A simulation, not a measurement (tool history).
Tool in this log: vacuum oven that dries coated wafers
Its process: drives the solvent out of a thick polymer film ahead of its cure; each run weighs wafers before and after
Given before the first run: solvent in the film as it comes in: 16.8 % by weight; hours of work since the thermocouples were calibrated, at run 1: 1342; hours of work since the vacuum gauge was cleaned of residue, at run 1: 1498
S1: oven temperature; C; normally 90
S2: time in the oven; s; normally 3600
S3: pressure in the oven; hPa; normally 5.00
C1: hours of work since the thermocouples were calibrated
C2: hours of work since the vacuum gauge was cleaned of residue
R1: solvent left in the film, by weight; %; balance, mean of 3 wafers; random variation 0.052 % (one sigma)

run,hour,S1,S2,S3,C1,C2,R1
1,0.0,90,3600,5.00,1342,1498,2.06
2,101.5,90,3600,5.00,1389,1545,2.11
3,148.2,90,3600,5.00,1410,1566,2.21
4,246.7,90,3600,5.00,1455,1611,2.22
# hour 314.9: oven's thermocouples calibrated
5,324.9,90,3600,5.00,5,1647,2.54
6,436.5,90,3600,5.00,56,1698,2.50
7,545.4,90,3600,5.00,106,1748,2.55
8,606.3,90,4200,5.00,134,1776,2.28
9,667.3,90,3600,5.00,162,1804,2.69
10,769.6,90,3600,17.86,210,1852,4.64
11,834.8,90,3600,17.86,240,1882,4.59
12,883.4,90,5940,2.58,262,1904,1.78
13,994.4,84,3600,5.00,313,1955,3.90
14,1080.6,95,3780,5.00,353,1995,2.11
15,1195.8,90,5040,4.98,406,2048,2.39
16,1309.2,90,5040,4.98,458,2100,2.40
17,1366.9,86,4800,2.85,485,2127,2.61
18,1413.6,76,4800,2.85,507,2149,4.90
19,1488.2,76,4800,2.85,541,2183,4.93
20,1576.5,97,1800,2.85,582,2224,2.76
21,1678.1,96,2340,13.06,628,2270,3.55
22,1727.6,96,2340,13.06,651,2293,3.46

For each entry between runs, how does the tool's hidden state at the last listed run before it compare with that at the first listed run after it?
Logged between run 4 and run 5: oven's thermocouples calibrated (hour 314.9)
  true wafer temperature over the reading, C: 2.59 -> -0.2; true pressure over the reading, kPa: 0.713 -> 0.728
  what was measured, less what the result would be without the hidden state, R1: +0.72 -> +1.16 %
